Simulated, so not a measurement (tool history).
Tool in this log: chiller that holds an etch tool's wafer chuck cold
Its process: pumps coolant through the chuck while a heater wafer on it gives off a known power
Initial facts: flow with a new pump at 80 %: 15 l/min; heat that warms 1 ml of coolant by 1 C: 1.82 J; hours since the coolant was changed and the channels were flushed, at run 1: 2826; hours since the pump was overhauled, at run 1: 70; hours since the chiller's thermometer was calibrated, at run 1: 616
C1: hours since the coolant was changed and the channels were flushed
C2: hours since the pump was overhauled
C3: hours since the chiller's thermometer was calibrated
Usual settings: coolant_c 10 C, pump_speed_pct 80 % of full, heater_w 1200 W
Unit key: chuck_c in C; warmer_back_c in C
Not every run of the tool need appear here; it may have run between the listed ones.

{"run": 1, "hour": 0.0, "coolant_c": 10, "pump_speed_pct": 80, "heater_w": 1200, "C1": 2826, "C2": 70, "C3": 616, "chuck_c": 23.9, "warmer_back_c": 2.66}
{"run": 2, "hour": 127.1, "coolant_c": 10, "pump_speed_pct": 80, "heater_w": 1200, "C1": 2953, "C2": 197, "C3": 743, "chuck_c": 24, "warmer_back_c": 2.62}
{"run": 3, "hour": 220.4, "coolant_c": 10, "pump_speed_pct": 93, "heater_w": 1200, "C1": 3047, "C2": 291, "C3": 836, "chuck_c": 22.2, "warmer_back_c": 2.24}
{"run": 4, "hour": 334.1, "coolant_c": 10, "pump_speed_pct": 63, "heater_w": 1200, "C1": 3160, "C2": 404, "C3": 950, "chuck_c": 27.4, "warmer_back_c": 3.49}
{"run": 5, "hour": 451.0, "coolant_c": 10, "pump_speed_pct": 63, "heater_w": 1200, "C1": 3277, "C2": 521, "C3": 1067, "chuck_c": 27.4, "warmer_back_c": 3.5}
{"run": 6, "hour": 503.1, "coolant_c": 10, "pump_speed_pct": 80, "heater_w": 1200, "C1": 3329, "C2": 573, "C3": 1119, "chuck_c": 24, "warmer_back_c": 2.58}
{"run": 7, "hour": 572.6, "coolant_c": 16, "pump_speed_pct": 80, "heater_w": 1200, "C1": 3399, "C2": 643, "C3": 1189, "chuck_c": 30, "warmer_back_c": 2.71}
{"run": 8, "hour": 698.0, "coolant_c": 10, "pump_speed_pct": 64, "heater_w": 1200, "C1": 3524, "C2": 768, "C3": 1314, "chuck_c": 27.2, "warmer_back_c": 3.47}
{"run": 9, "hour": 752.7, "coolant_c": 10, "pump_speed_pct": 64, "heater_w": 1200, "C1": 3579, "C2": 823, "C3": 1369, "chuck_c": 27.3, "warmer_back_c": 3.43}
{"run": 10, "hour": 839.1, "coolant_c": 10, "pump_speed_pct": 64, "heater_w": 1200, "C1": 3665, "C2": 909, "C3": 1455, "chuck_c": 27.3, "warmer_back_c": 3.42}
{"run": 11, "hour": 917.9, "coolant_c": 11, "pump_speed_pct": 64, "heater_w": 1200, "C1": 3744, "C2": 988, "C3": 1534, "chuck_c": 28.2, "warmer_back_c": 3.4}
{"run": 12, "hour": 1000.2, "coolant_c": 11, "pump_speed_pct": 64, "heater_w": 1200, "C1": 3826, "C2": 1070, "C3": 1616, "chuck_c": 28.5, "warmer_back_c": 3.47}
{"run": 13, "hour": 1105.9, "coolant_c": 11, "pump_speed_pct": 64, "heater_w": 1200, "C1": 3932, "C2": 1176, "C3": 1722, "chuck_c": 28.6, "warmer_back_c": 3.45}
{"run": 14, "hour": 1212.5, "coolant_c": 11, "pump_speed_pct": 64, "heater_w": 1200, "C1": 4039, "C2": 1283, "C3": 1828, "chuck_c": 28.4, "warmer_back_c": 3.47}
{"run": 15, "hour": 1304.2, "coolant_c": 10, "pump_speed_pct": 80, "heater_w": 1200, "C1": 4130, "C2": 1374, "C3": 1920, "chuck_c": 24.4, "warmer_back_c": 2.69}
{"run": 16, "hour": 1428.6, "coolant_c": 10, "pump_speed_pct": 80, "heater_w": 1200, "C1": 4255, "C2": 1499, "C3": 2045, "chuck_c": 24.4, "warmer_back_c": 2.71}
{"run": 17, "hour": 1515.8, "coolant_c": 4, "pump_speed_pct": 63, "heater_w": 1200, "C1": 4342, "C2": 1586, "C3": 2132, "chuck_c": 21.9, "warmer_back_c": 3.52}
{"run": 18, "hour": 1577.0, "coolant_c": 13, "pump_speed_pct": 80, "heater_w": 765, "C1": 4403, "C2": 1647, "C3": 2193, "chuck_c": 22.3, "warmer_back_c": 1.76}
{"run": 19, "hour": 1665.0, "coolant_c": 10, "pump_speed_pct": 89, "heater_w": 1302, "C1": 4491, "C2": 1735, "C3": 2281, "chuck_c": 24.2, "warmer_back_c": 2.56}
{"run": 20, "hour": 1723.4, "coolant_c": 5, "pump_speed_pct": 66, "heater_w": 622, "C1": 4550, "C2": 1794, "C3": 2339, "chuck_c": 13.9, "warmer_back_c": 1.75}
{"run": 21, "hour": 1811.4, "coolant_c": 1, "pump_speed_pct": 80, "heater_w": 1304, "C1": 4638, "C2": 1882, "C3": 2427, "chuck_c": 16.9, "warmer_back_c": 2.97}
{"run": 22, "hour": 1921.2, "coolant_c": 16, "pump_speed_pct": 82, "heater_w": 1620, "C1": 4747, "C2": 1991, "C3": 2537, "chuck_c": 35.2, "warmer_back_c": 3.58}
{"run": 23, "hour": 1977.3, "coolant_c": 2, "pump_speed_pct": 76, "heater_w": 713, "C1": 4803, "C2": 2047, "C3": 2593, "chuck_c": 11.2, "warmer_back_c": 1.67}
{"run": 24, "hour": 2055.9, "coolant_c": 17, "pump_speed_pct": 84, "heater_w": 1200, "C1": 4882, "C2": 2126, "C3": 2672, "chuck_c": 31, "warmer_back_c": 2.62}
{"run": 25, "hour": 2117.0, "coolant_c": 17, "pump_speed_pct": 73, "heater_w": 1200, "C1": 4943, "C2": 2187, "C3": 2733, "chuck_c": 32.9, "warmer_back_c": 3.03}
{"run": 26, "hour": 2234.4, "coolant_c": 16, "pump_speed_pct": 61, "heater_w": 1120, "C1": 5061, "C2": 2305, "C3": 2850, "chuck_c": 33.6, "warmer_back_c": 3.43}
{"run": 27, "hour": 2357.6, "coolant_c": 16, "pump_speed_pct": 61, "heater_w": 1120, "C1": 5184, "C2": 2428, "C3": 2974, "chuck_c": 33.6, "warmer_back_c": 3.48}
{"run": 28, "hour": 2463.2, "coolant_c": 1, "pump_speed_pct": 72, "heater_w": 696, "C1": 5289, "C2": 2533, "C3": 3079, "chuck_c": 10.4, "warmer_back_c": 1.76}
{"run": 29, "hour": 2547.8, "coolant_c": 9, "pump_speed_pct": 81, "heater_w": 1200, "C1": 5374, "C2": 2618, "C3": 3164, "chuck_c": 23.6, "warmer_back_c": 2.66}
{"run": 30, "hour": 2653.9, "coolant_c": 15, "pump_speed_pct": 80, "heater_w": 709, "C1": 5480, "C2": 2724, "C3": 3270, "chuck_c": 24.1, "warmer_back_c": 1.65}
{"run": 31, "hour": 2763.7, "coolant_c": 15, "pump_speed_pct": 80, "heater_w": 1339, "C1": 5590, "C2": 2834, "C3": 3380, "chuck_c": 31.7, "warmer_back_c": 3.04}
{"run": 32, "hour": 2849.7, "coolant_c": 0, "pump_speed_pct": 95, "heater_w": 1339, "C1": 5676, "C2": 2920, "C3": 3466, "chuck_c": 14.3, "warmer_back_c": 2.48}

Difference, measured minus no-hidden-state, one row per run. Run-to-run variation is common to both terms; the gauge's own scatter need not be:
The hidden state here: heat passed by the chuck's channels, % of clean ones'; flow at a given pump speed, % of a new pump's; coolant's true temperature over the reading, C; drift of the gauge itself on chuck_c, C; drift of the gauge itself on warmer_back_c, C.
run=1 chuck_c=+0.6 warmer_back_c=+0.01
run=2 chuck_c=+0.6 warmer_back_c=+0.02
run=3 chuck_c=+0.6 warmer_back_c=+0.01
run=4 chuck_c=+0.8 warmer_back_c=+0.03
run=5 chuck_c=+0.8 warmer_back_c=+0.03
run=6 chuck_c=+0.7 warmer_back_c=+0.02
run=7 chuck_c=+0.8 warmer_back_c=+0.02
run=8 chuck_c=+0.9 warmer_back_c=+0.04
run=9 chuck_c=+1 warmer_back_c=+0.03
run=10 chuck_c=+1 warmer_back_c=+0.04
run=11 chuck_c=+1 warmer_back_c=+0.04
run=12 chuck_c=+1.1 warmer_back_c=+0.04
run=13 chuck_c=+1.2 warmer_back_c=+0.05
run=14 chuck_c=+1.2 warmer_back_c=+0.05
run=15 chuck_c=+1 warmer_back_c=+0.04
run=16 chuck_c=+1.1 warmer_back_c=+0.05
run=17 chuck_c=+1.4 warmer_back_c=+0.06
run=18 chuck_c=+0.8 warmer_back_c=+0.03
run=19 chuck_c=+1.2 warmer_back_c=+0.04
run=20 chuck_c=+0.8 warmer_back_c=+0.03
run=21 chuck_c=+1.4 warmer_back_c=+0.06
run=22 chuck_c=+1.6 warmer_back_c=+0.07
run=23 chuck_c=+0.8 warmer_back_c=+0.04
run=24 chuck_c=+1.3 warmer_back_c=+0.06
run=25 chuck_c=+1.5 warmer_back_c=+0.06
run=26 chuck_c=+1.6 warmer_back_c=+0.07
run=27 chuck_c=+1.6 warmer_back_c=+0.08
run=28 chuck_c=+1 warmer_back_c=+0.04
run=29 chuck_c=+1.5 warmer_back_c=+0.06
run=30 chuck_c=+1 warmer_back_c=+0.04
run=31 chuck_c=+1.7 warmer_back_c=+0.08
run=32 chuck_c=+1.5 warmer_back_c=+0.07
